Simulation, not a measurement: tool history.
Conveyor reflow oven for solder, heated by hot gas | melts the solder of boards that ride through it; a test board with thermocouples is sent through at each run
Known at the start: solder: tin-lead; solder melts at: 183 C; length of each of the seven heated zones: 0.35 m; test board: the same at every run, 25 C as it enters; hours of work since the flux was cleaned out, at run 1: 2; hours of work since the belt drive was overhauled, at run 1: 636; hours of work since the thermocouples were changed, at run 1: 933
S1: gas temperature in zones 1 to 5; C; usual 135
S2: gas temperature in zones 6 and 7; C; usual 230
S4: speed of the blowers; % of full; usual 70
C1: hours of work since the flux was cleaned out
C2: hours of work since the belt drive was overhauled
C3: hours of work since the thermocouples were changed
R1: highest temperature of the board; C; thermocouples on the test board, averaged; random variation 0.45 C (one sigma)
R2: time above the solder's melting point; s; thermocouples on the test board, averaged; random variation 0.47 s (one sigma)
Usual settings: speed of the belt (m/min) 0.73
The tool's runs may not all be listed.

{"run": 1, "hour": 0.0, "S1": 135, "S2": 230, "speed of the belt (m/min)": 0.73, "S4": 70, "C1": 2, "C2": 636, "C3": 933, "R1": 218.6, "R2": 44.6}
{"run": 2, "hour": 80.6, "S1": 135, "S2": 230, "speed of the belt (m/min)": 0.73, "S4": 70, "C1": 50, "C2": 683, "C3": 980, "R1": 217.2, "R2": 44.2}
{"run": 3, "hour": 137.7, "S1": 135, "S2": 230, "speed of the belt (m/min)": 0.73, "S4": 70, "C1": 83, "C2": 717, "C3": 1014, "R1": 218.2, "R2": 43}
{"run": 4, "hour": 216.3, "S1": 135, "S2": 230, "speed of the belt (m/min)": 0.63, "S4": 70, "C1": 129, "C2": 763, "C3": 1060, "R1": 221.4, "R2": 54}
{"run": 5, "hour": 287.9, "S1": 135, "S2": 230, "speed of the belt (m/min)": 0.63, "S4": 70, "C1": 171, "C2": 805, "C3": 1102, "R1": 221.5, "R2": 54}
{"hour": 299.8, "done": "thermocouples of zones 6 and 7 changed"}
{"run": 6, "hour": 380.9, "S1": 135, "S2": 230, "speed of the belt (m/min)": 0.63, "S4": 70, "C1": 224, "C2": 858, "C3": 48, "R1": 218.3, "R2": 50.7}
{"run": 7, "hour": 469.5, "S1": 140, "S2": 230, "speed of the belt (m/min)": 0.73, "S4": 70, "C1": 276, "C2": 910, "C3": 99, "R1": 215.8, "R2": 43}
{"run": 8, "hour": 511.3, "S1": 140, "S2": 230, "speed of the belt (m/min)": 0.73, "S4": 70, "C1": 301, "C2": 935, "C3": 124, "R1": 215.8, "R2": 43.3}
{"run": 9, "hour": 578.3, "S1": 140, "S2": 230, "speed of the belt (m/min)": 0.73, "S4": 70, "C1": 340, "C2": 974, "C3": 163, "R1": 214.8, "R2": 43}
{"run": 10, "hour": 660.6, "S1": 140, "S2": 235, "speed of the belt (m/min)": 0.73, "S4": 70, "C1": 388, "C2": 1022, "C3": 211, "R1": 218.5, "R2": 45.5}
{"run": 11, "hour": 699.5, "S1": 135, "S2": 230, "speed of the belt (m/min)": 0.73, "S4": 65, "C1": 411, "C2": 1045, "C3": 234, "R1": 213, "R2": 40}
{"run": 12, "hour": 785.2, "S1": 135, "S2": 230, "speed of the belt (m/min)": 0.73, "S4": 70, "C1": 461, "C2": 1095, "C3": 285, "R1": 213.8, "R2": 41.3}
{"hour": 839.2, "done": "flux residue cleaned out of gas plates and filters"}
{"run": 13, "hour": 878.6, "S1": 135, "S2": 230, "speed of the belt (m/min)": 0.73, "S4": 70, "C1": 23, "C2": 1147, "C3": 336, "R1": 217.4, "R2": 43.2}
{"run": 14, "hour": 945.9, "S1": 135, "S2": 230, "speed of the belt (m/min)": 0.73, "S4": 70, "C1": 63, "C2": 1186, "C3": 376, "R1": 217, "R2": 44.1}
{"run": 15, "hour": 1025.8, "S1": 135, "S2": 230, "speed of the belt (m/min)": 0.851, "S4": 70, "C1": 109, "C2": 1233, "C3": 423, "R1": 211.7, "R2": 33.8}
{"run": 16, "hour": 1119.7, "S1": 135, "S2": 239, "speed of the belt (m/min)": 0.851, "S4": 66, "C1": 164, "C2": 1288, "C3": 478, "R1": 217.2, "R2": 36.4}
{"run": 17, "hour": 1183.3, "S1": 135, "S2": 239, "speed of the belt (m/min)": 0.851, "S4": 66, "C1": 202, "C2": 1326, "C3": 515, "R1": 217.8, "R2": 35.8}
{"run": 18, "hour": 1244.6, "S1": 139, "S2": 230, "speed of the belt (m/min)": 0.694, "S4": 70, "C1": 238, "C2": 1361, "C3": 551, "R1": 217.6, "R2": 48.3}
{"hour": 1309.2, "done": "belt drive overhauled, speed set with a stopwatch"}
{"run": 19, "hour": 1340.4, "S1": 149, "S2": 219, "speed of the belt (m/min)": 0.672, "S4": 60, "C1": 291, "C2": 18, "C3": 605, "R1": 206.9, "R2": 43.6}
{"run": 20, "hour": 1403.1, "S1": 131, "S2": 220, "speed of the belt (m/min)": 0.702, "S4": 52, "C1": 328, "C2": 55, "C3": 641, "R1": 201.8, "R2": 30.5}
{"run": 21, "hour": 1482.5, "S1": 135, "S2": 244, "speed of the belt (m/min)": 0.73, "S4": 70, "C1": 375, "C2": 102, "C3": 688, "R1": 226.7, "R2": 46.8}
{"run": 22, "hour": 1556.3, "S1": 146, "S2": 227, "speed of the belt (m/min)": 0.73, "S4": 70, "C1": 418, "C2": 145, "C3": 731, "R1": 213.9, "R2": 43.1}
{"run": 23, "hour": 1605.7, "S1": 135, "S2": 240, "speed of the belt (m/min)": 0.73, "S4": 70, "C1": 447, "C2": 174, "C3": 760, "R1": 223.1, "R2": 45.5}
{"run": 24, "hour": 1664.3, "S1": 143, "S2": 230, "speed of the belt (m/min)": 0.73, "S4": 58, "C1": 481, "C2": 208, "C3": 795, "R1": 213.1, "R2": 40.9}
{"hour": 1690.7, "done": "flux residue cleaned out of gas plates and filters"}
{"run": 25, "hour": 1762.9, "S1": 143, "S2": 230, "speed of the belt (m/min)": 0.73, "S4": 58, "C1": 42, "C2": 263, "C3": 849, "R1": 216.2, "R2": 43.4}
{"run": 26, "hour": 1817.4, "S1": 143, "S2": 230, "speed of the belt (m/min)": 0.73, "S4": 58, "C1": 74, "C2": 295, "C3": 881, "R1": 214.8, "R2": 43.6}
{"run": 27, "hour": 1904.1, "S1": 135, "S2": 219, "speed of the belt (m/min)": 0.803, "S4": 70, "C1": 125, "C2": 346, "C3": 932, "R1": 204.6, "R2": 30.7}

5 ways to go on from here, each from the tool as it stands after run 27. What would each give?
{"run": "A", "hour": 1957.3, "S1": 135, "S2": 238, "speed of the belt (m/min)": 0.754, "S4": 88, "C1": 156, "C2": 377, "C3": 963, "R1": "?", "R2": "?"}
{"run": "B", "hour": 1957.3, "S1": 141, "S2": 228, "speed of the belt (m/min)": 0.73, "S4": 65, "C1": 156, "C2": 377, "C3": 963, "R1": "?", "R2": "?"}
{"run": "C", "hour": 1957.3, "S1": 135, "S2": 235, "speed of the belt (m/min)": 0.755, "S4": 88, "C1": 156, "C2": 377, "C3": 963, "R1": "?", "R2": "?"}
{"run": "D", "hour": 1957.3, "S1": 134, "S2": 232, "speed of the belt (m/min)": 0.73, "S4": 82, "C1": 156, "C2": 377, "C3": 963, "R1": "?", "R2": "?"}
{"run": "E", "hour": 1957.3, "S1": 135, "S2": 230, "speed of the belt (m/min)": 0.73, "S4": 57, "C1": 156, "C2": 377, "C3": 963, "R1": "?", "R2": "?"}

run=A R1=226.7 R2=45.9
run=B R1=214.9 R2=43.1
run=C R1=224.6 R2=45.2
run=D R1=221.1 R2=45.5
run=E R1=213.8 R2=40.4
Without the tool's hidden state the same runs would have given:
run=A R1=225.2 R2=45.1
run=B R1=213.3 R2=42
run=C R1=223.1 R2=44.3
run=D R1=219.6 R2=44.6
run=E R1=212.2 R2=39.2
